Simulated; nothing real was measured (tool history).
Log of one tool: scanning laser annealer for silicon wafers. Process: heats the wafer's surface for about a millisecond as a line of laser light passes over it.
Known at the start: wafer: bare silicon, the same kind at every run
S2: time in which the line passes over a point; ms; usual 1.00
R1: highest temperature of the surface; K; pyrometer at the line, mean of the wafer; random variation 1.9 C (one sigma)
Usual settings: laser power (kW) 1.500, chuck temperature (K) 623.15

run 1 hour=0.0 | laser_power_(kW)=1.500 S2=1.00 chuck_temperature_(K)=623.15 | R1=1377.15
run 2 hour=68.5 | laser_power_(kW)=1.500 S2=1.00 chuck_temperature_(K)=623.15 | R1=1370.15
run 3 hour=149.1 | laser_power_(kW)=1.500 S2=1.00 chuck_temperature_(K)=623.15 | R1=1370.15
run 4 hour=221.5 | laser_power_(kW)=1.500 S2=1.00 chuck_temperature_(K)=623.15 | R1=1369.15
run 5 hour=273.0 | laser_power_(kW)=1.500 S2=1.00 chuck_temperature_(K)=623.15 | R1=1370.15
run 6 hour=338.7 | laser_power_(kW)=1.500 S2=1.00 chuck_temperature_(K)=623.15 | R1=1368.15
run 7 hour=411.2 | laser_power_(kW)=1.500 S2=1.00 chuck_temperature_(K)=623.15 | R1=1367.15
run 8 hour=448.5 | laser_power_(kW)=1.500 S2=0.80 chuck_temperature_(K)=623.15 | R1=1277.15
run 9 hour=523.9 | laser_power_(kW)=1.500 S2=1.00 chuck_temperature_(K)=623.15 | R1=1365.15
run 10 hour=612.7 | laser_power_(kW)=1.500 S2=1.00 chuck_temperature_(K)=623.15 | R1=1362.15
run 11 hour=694.1 | laser_power_(kW)=1.500 S2=1.00 chuck_temperature_(K)=623.15 | R1=1357.15
run 12 hour=765.9 | laser_power_(kW)=1.500 S2=1.00 chuck_temperature_(K)=623.15 | R1=1355.15
run 13 hour=807.8 | laser_power_(kW)=1.500 S2=1.00 chuck_temperature_(K)=603.15 | R1=1333.15
run 14 hour=873.4 | laser_power_(kW)=1.500 S2=1.00 chuck_temperature_(K)=603.15 | R1=1331.15
run 15 hour=956.3 | laser_power_(kW)=1.500 S2=1.00 chuck_temperature_(K)=603.15 | R1=1365.15
run 16 hour=1004.2 | laser_power_(kW)=1.500 S2=1.00 chuck_temperature_(K)=603.15 | R1=1362.15
run 17 hour=1071.7 | laser_power_(kW)=1.500 S2=1.00 chuck_temperature_(K)=603.15 | R1=1362.15
run 18 hour=1131.3 | laser_power_(kW)=1.500 S2=1.00 chuck_temperature_(K)=603.15 | R1=1362.15
run 19 hour=1216.1 | laser_power_(kW)=1.500 S2=1.00 chuck_temperature_(K)=603.15 | R1=1363.15
run 20 hour=1293.1 | laser_power_(kW)=1.500 S2=1.00 chuck_temperature_(K)=603.15 | R1=1353.15
run 21 hour=1380.8 | laser_power_(kW)=1.500 S2=1.00 chuck_temperature_(K)=603.15 | R1=1353.15
run 22 hour=1426.7 | laser_power_(kW)=1.411 S2=0.96 chuck_temperature_(K)=628.15 | R1=1304.15
run 23 hour=1488.2 | laser_power_(kW)=1.411 S2=1.25 chuck_temperature_(K)=648.15 | R1=1434.15
run 24 hour=1558.8 | laser_power_(kW)=1.500 S2=1.00 chuck_temperature_(K)=601.15 | R1=1350.15
run 25 hour=1615.6 | laser_power_(kW)=1.316 S2=1.00 chuck_temperature_(K)=623.15 | R1=1252.15
run 26 hour=1663.3 | laser_power_(kW)=1.647 S2=1.00 chuck_temperature_(K)=623.15 | R1=1463.15
run 27 hour=1707.0 | laser_power_(kW)=1.612 S2=1.00 chuck_temperature_(K)=623.15 | R1=1441.15
run 28 hour=1789.2 | laser_power_(kW)=1.447 S2=0.79 chuck_temperature_(K)=584.15 | R1=1229.15
run 29 hour=1868.6 | laser_power_(kW)=1.447 S2=0.79 chuck_temperature_(K)=584.15 | R1=1227.15
run 30 hour=1908.8 | laser_power_(kW)=1.500 S2=0.78 chuck_temperature_(K)=639.15 | R1=1303.15
run 31 hour=1970.3 | laser_power_(kW)=1.459 S2=0.95 chuck_temperature_(K)=649.15 | R1=1366.15
run 32 hour=2034.3 | laser_power_(kW)=1.363 S2=0.82 chuck_temperature_(K)=649.15 | R1=1252.15
run 33 hour=2107.4 | laser_power_(kW)=1.494 S2=0.82 chuck_temperature_(K)=623.15 | R1=1297.15
run 34 hour=2161.3 | laser_power_(kW)=1.620 S2=0.99 chuck_temperature_(K)=630.15 | R1=1462.15
run 35 hour=2232.6 | laser_power_(kW)=1.637 S2=1.17 chuck_temperature_(K)=638.15 | R1=1565.15
run 36 hour=2285.1 | laser_power_(kW)=1.641 S2=1.17 chuck_temperature_(K)=644.15 | R1=1573.15
run 37 hour=2359.2 | laser_power_(kW)=1.374 S2=1.19 chuck_temperature_(K)=656.15 | R1=1399.15
run 38 hour=2409.1 | laser_power_(kW)=1.374 S2=1.19 chuck_temperature_(K)=656.15 | R1=1396.15
run 39 hour=2477.0 | laser_power_(kW)=1.374 S2=1.19 chuck_temperature_(K)=656.15 | R1=1397.15
run 40 hour=2555.3 | laser_power_(kW)=1.374 S2=1.19 chuck_temperature_(K)=656.15 | R1=1391.15
run 41 hour=2598.8 | laser_power_(kW)=1.374 S2=1.19 chuck_temperature_(K)=656.15 | R1=1392.15

Taken out of this log: 2 entries between the listed runs. Where each belongs, and how the hidden state differs across it:
Between runs 14 and 15: window over the wafer cleaned (hour 904.5)
  light that passes the window, % of a clean one's: 96.51 -> 99.51; laser's true power over the reading, %: 1.4 -> 1.43; width of the line over the set one, %: 3.48 -> 3.6
  measured less the result without the state, R1: -39.00 -> -11.00 K
Between runs 27 and 28: optics aligned, line set to its width (hour 1741.8)
  light that passes the window, % of a clean one's: 98.19 -> 98.04; laser's true power over the reading, %: 1.7 -> 1.73; width of the line over the set one, %: 4.9 -> 0.21
  measured less the result without the state, R1: -30.00 -> -3.00 K

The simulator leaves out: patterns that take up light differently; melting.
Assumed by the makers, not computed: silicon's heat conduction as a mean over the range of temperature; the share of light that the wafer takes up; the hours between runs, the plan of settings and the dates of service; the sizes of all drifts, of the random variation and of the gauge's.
